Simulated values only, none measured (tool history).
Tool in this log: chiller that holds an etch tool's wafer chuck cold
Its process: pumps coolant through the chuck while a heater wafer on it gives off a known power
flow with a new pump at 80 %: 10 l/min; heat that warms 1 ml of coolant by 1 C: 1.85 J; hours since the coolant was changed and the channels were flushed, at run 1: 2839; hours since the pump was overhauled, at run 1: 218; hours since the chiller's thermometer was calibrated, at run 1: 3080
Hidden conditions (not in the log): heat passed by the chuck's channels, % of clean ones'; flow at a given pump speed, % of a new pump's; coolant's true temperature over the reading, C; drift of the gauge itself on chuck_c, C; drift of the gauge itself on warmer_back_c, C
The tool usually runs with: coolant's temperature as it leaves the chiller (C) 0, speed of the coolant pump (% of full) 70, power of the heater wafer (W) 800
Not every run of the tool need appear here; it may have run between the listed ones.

| run | hour | coolant's temperature as it leaves the chiller (C) | speed of the coolant pump (% of full) | power of the heater wafer (W) | hours since the coolant was changed and the channels were flushed | hours since the pump was overhauled | hours since the chiller's thermometer was calibrated | chuck's temperature once it has settled (C) | how much warmer the coolant comes back (C) |
|---|---|---|---|---|---|---|---|---|---|
| 1 | 0 | 0 | 70 | 800 | 2839 | 218 | 3080 | 7.5 | 2.99 |
| 2 | 29.9 | 0 | 70 | 800 | 2869 | 247 | 3110 | 7.6 | 3 |
| 3 | 53.3 | 0 | 70 | 800 | 2892 | 271 | 3133 | 7.6 | 3.03 |
| 4 | 74.5 | 0 | 70 | 800 | 2913 | 292 | 3154 | 7.6 | 3.06 |
| 5 | 96.8 | 0 | 70 | 800 | 2936 | 314 | 3177 | 7.5 | 2.99 |
| 6 | 114.4 | 0 | 70 | 800 | 2953 | 332 | 3194 | 7.4 | 2.99 |
| 7 | 139.8 | 0 | 70 | 800 | 2979 | 357 | 3220 | 7.4 | 3.01 |
| 8 | 159.6 | 0 | 70 | 800 | 2999 | 377 | 3239 | 7.4 | 2.99 |
| 9 | 179.8 | 0 | 70 | 800 | 3019 | 397 | 3260 | 7.5 | 3.04 |
| 10 | 207.9 | 0 | 72 | 800 | 3047 | 425 | 3288 | 7.2 | 2.94 |
| 11 | 239 | 0 | 72 | 800 | 3078 | 457 | 3319 | 7.2 | 2.9 |
| 12 | 263.1 | 0 | 72 | 800 | 3102 | 481 | 3343 | 7.3 | 2.96 |
| 13 | 282.3 | 0 | 70 | 800 | 3121 | 500 | 3362 | 7.4 | 3.05 |
| 14 | 300.8 | 0 | 70 | 800 | 3140 | 518 | 3381 | 7.3 | 3.01 |
| 15 | 319.2 | 0 | 79 | 800 | 3158 | 537 | 3399 | 6.9 | 2.61 |
| 16 | 347.1 | 0 | 79 | 800 | 3186 | 565 | 3427 | 6.8 | 2.66 |
| 17 | 361.9 | 8 | 65 | 800 | 3201 | 579 | 3442 | 15.9 | 3.31 |
| 18 | 380.6 | -9 | 61 | 682 | 3220 | 598 | 3460 | -2 | 2.95 |
| 19 | 396.8 | -9 | 61 | 682 | 3236 | 614 | 3477 | -1.8 | 3.05 |
|  | 403.6 | chiller's thermometer calibrated |
| 20 | 421.2 | -9 | 61 | 682 | 3259 | 638 | 18 | -2.2 | 2.95 |
| 21 | 443.1 | 0 | 61 | 800 | 3281 | 660 | 39 | 8.2 | 3.51 |
| 22 | 462.5 | 0 | 61 | 800 | 3300 | 679 | 59 | 8.4 | 3.56 |
| 23 | 475.4 | -8 | 72 | 661 | 3313 | 692 | 72 | -2.1 | 2.35 |
| 24 | 501.8 | 4 | 98 | 984 | 3340 | 718 | 98 | 10.9 | 2.49 |
| 25 | 531 | 6 | 66 | 828 | 3369 | 748 | 127 | 14.1 | 3.41 |
| 26 | 546 | 3 | 65 | 460 | 3384 | 763 | 142 | 7.4 | 1.88 |
| 27 | 567.1 | 3 | 65 | 460 | 3405 | 784 | 163 | 7.4 | 1.88 |
| 28 | 579.9 | 3 | 70 | 735 | 3418 | 796 | 176 | 9.6 | 2.72 |

What will run 29 give?
| 29 | 604.4 | 0 | 70 | 510 | 3442 | 821 | 201 | ? | ? |

Run 29 gave chuck's temperature once it has settled (C) 4.8, how much warmer the coolant comes back (C) 1.91.
The same run, on a tool lacking any hidden state, would have yielded chuck's temperature once it has settled (C) 4.8, how much warmer the coolant comes back (C) 1.91.

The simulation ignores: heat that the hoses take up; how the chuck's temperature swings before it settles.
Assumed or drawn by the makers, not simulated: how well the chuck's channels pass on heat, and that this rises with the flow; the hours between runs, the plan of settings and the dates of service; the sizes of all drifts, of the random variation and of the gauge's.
